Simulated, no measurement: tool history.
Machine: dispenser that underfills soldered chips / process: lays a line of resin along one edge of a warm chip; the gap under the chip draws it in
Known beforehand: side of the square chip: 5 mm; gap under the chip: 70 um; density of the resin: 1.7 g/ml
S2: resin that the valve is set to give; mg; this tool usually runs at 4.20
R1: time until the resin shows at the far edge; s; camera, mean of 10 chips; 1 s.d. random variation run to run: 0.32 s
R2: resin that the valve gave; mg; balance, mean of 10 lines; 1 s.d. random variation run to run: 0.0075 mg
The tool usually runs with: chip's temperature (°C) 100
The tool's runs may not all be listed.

{"run": 1, "hour": 0.0, "chip's temperature (°C)": 100, "S2": 4.2, "R1": 12.8, "R2": 4.124}
{"run": 2, "hour": 3.6, "chip's temperature (°C)": 100, "S2": 4.2, "R1": 16.1, "R2": 4.121}
{"hour": 9.6, "done": "new syringe of resin"}
{"run": 3, "hour": 11.1, "chip's temperature (°C)": 100, "S2": 4.2, "R1": 13.3, "R2": 4.121}
{"run": 4, "hour": 16.9, "chip's temperature (°C)": 100, "S2": 4.2, "R1": 19.4, "R2": 4.113}
{"hour": 19.9, "done": "new syringe of resin"}
{"run": 5, "hour": 24.9, "chip's temperature (°C)": 100, "S2": 4.2, "R1": 16.5, "R2": 4.099}
{"hour": 30.1, "done": "new syringe of resin"}
{"run": 6, "hour": 33.0, "chip's temperature (°C)": 100, "S2": 4.2, "R1": 14.6, "R2": 4.103}
{"run": 7, "hour": 38.6, "chip's temperature (°C)": 100, "S2": 3.68, "R1": 21.7, "R2": 3.59}
{"hour": 40.1, "done": "new syringe of resin"}
{"run": 8, "hour": 46.5, "chip's temperature (°C)": 100, "S2": 4.2, "R1": 18.1, "R2": 4.078}
{"hour": 50.2, "done": "dispensing valve cleaned and set on the balance"}
{"hour": 51.2, "done": "new syringe of resin"}
{"run": 9, "hour": 51.6, "chip's temperature (°C)": 100, "S2": 4.69, "R1": 12.2, "R2": 4.715}
{"run": 10, "hour": 57.9, "chip's temperature (°C)": 100, "S2": 4.69, "R1": 17.7, "R2": 4.702}
{"hour": 61.4, "done": "new syringe of resin"}
{"run": 11, "hour": 65.5, "chip's temperature (°C)": 111, "S2": 4.2, "R1": 9.8, "R2": 4.205}
{"run": 12, "hour": 69.7, "chip's temperature (°C)": 111, "S2": 4.2, "R1": 12.7, "R2": 4.178}
{"hour": 72.0, "done": "new syringe of resin"}
{"run": 13, "hour": 74.9, "chip's temperature (°C)": 111, "S2": 4.2, "R1": 9.5, "R2": 4.202}
{"hour": 82.0, "done": "new syringe of resin"}
{"run": 14, "hour": 83.4, "chip's temperature (°C)": 111, "S2": 4.39, "R1": 8.6, "R2": 4.382}
{"run": 15, "hour": 90.9, "chip's temperature (°C)": 111, "S2": 4.39, "R1": 13.7, "R2": 4.356}
{"hour": 92.2, "done": "new syringe of resin"}
{"run": 16, "hour": 96.0, "chip's temperature (°C)": 111, "S2": 4.39, "R1": 10.1, "R2": 4.345}
{"hour": 102.4, "done": "new syringe of resin"}
{"run": 17, "hour": 102.6, "chip's temperature (°C)": 111, "S2": 4.39, "R1": 8.2, "R2": 4.363}

For run 18, what comes out?
{"run": 18, "hour": 109.7, "chip's temperature (°C)": 98, "S2": 4.67, "R1": "?", "R2": "?"}

R1: 21.8 s
R2: 4.617 mg
Take away the tool's hidden state, keep the run-to-run variation as it was, and the same run would have given R1 12.1 s, R2 4.661 mg.
